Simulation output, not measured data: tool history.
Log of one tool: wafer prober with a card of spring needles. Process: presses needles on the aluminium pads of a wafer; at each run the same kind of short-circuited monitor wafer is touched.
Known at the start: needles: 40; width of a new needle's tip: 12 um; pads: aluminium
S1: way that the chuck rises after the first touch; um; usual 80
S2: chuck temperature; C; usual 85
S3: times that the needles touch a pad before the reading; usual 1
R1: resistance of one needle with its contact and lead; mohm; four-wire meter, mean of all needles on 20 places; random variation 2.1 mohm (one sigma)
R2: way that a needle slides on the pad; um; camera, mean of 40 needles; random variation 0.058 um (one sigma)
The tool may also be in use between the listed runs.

run	hour	S1	S2	S3	R1	R2
1	0.0	80	85	1	283	16.68
# hour 2.2: tips cleaned on abrasive film
# hour 9.6: tips cleaned on abrasive film
2	13.8	62	85	1	323	12.84
# hour 16.4: tips cleaned on abrasive film
# hour 23.7: tips cleaned on abrasive film
3	23.8	62	85	1	243	12.67
# hour 30.7: tips cleaned on abrasive film
4	36.7	62	85	1	343	12.75
# hour 38.0: tips cleaned on abrasive film
# hour 45.4: tips cleaned on abrasive film
5	45.4	60	85	1	240	12.24
# hour 52.8: tips cleaned on abrasive film
# hour 60.5: tips cleaned on abrasive film
6	60.7	60	85	1	254	12.31
# hour 67.3: tips cleaned on abrasive film
7	71.6	60	85	1	333	12.17
# hour 74.7: tips cleaned on abrasive film
# hour 81.7: tips cleaned on abrasive film
8	87.6	60	85	1	348	12.21
# hour 88.6: tips cleaned on abrasive film
# hour 95.7: tips cleaned on abrasive film
9	98.8	65	85	1	303	13.02
# hour 103.1: tips cleaned on abrasive film
# hour 110.0: tips cleaned on abrasive film
10	110.0	63	85	1	242	12.65
# hour 117.0: tips cleaned on abrasive film
11	120.4	63	85	1	324	12.63
# hour 123.8: tips cleaned on abrasive film
# hour 132.0: tips cleaned on abrasive film
12	134.0	80	85	1	271	16.20
# hour 139.6: tips cleaned on abrasive film
13	146.0	80	85	1	303	16.20
# hour 147.3: tips cleaned on abrasive film
14	153.6	80	85	1	307	16.09
# hour 154.4: tips cleaned on abrasive film
# hour 162.7: tips cleaned on abrasive film
15	167.2	80	85	1	291	16.21
# hour 168.4: height of the first contact set anew
# hour 170.4: tips cleaned on abrasive film
16	175.8	80	85	1	307	15.56
# hour 177.2: tips cleaned on abrasive film
17	183.0	63	85	1	371	11.90
# hour 185.5: tips cleaned on abrasive film
18	191.3	87	118	1	307	16.96
# hour 192.7: tips cleaned on abrasive film
# hour 199.6: tips cleaned on abrasive film
# hour 207.0: tips cleaned on abrasive film
19	208.6	87	118	1	268	16.94
# hour 211.5: height of the first contact set anew, once more
# hour 214.7: tips cleaned on abrasive film
20	221.0	97	118	2	268	20.67

The next listed run, before its measurement:
# hour 222.2: tips cleaned on abrasive film
# hour 229.3: tips cleaned on abrasive film
21	233.3	80	96	1	?	?

{"run 21": {"R1": 291, "R2": 16.87}}
Without the tool's hidden state the same run would have given R1 230 mohm, R2 16.94 um.
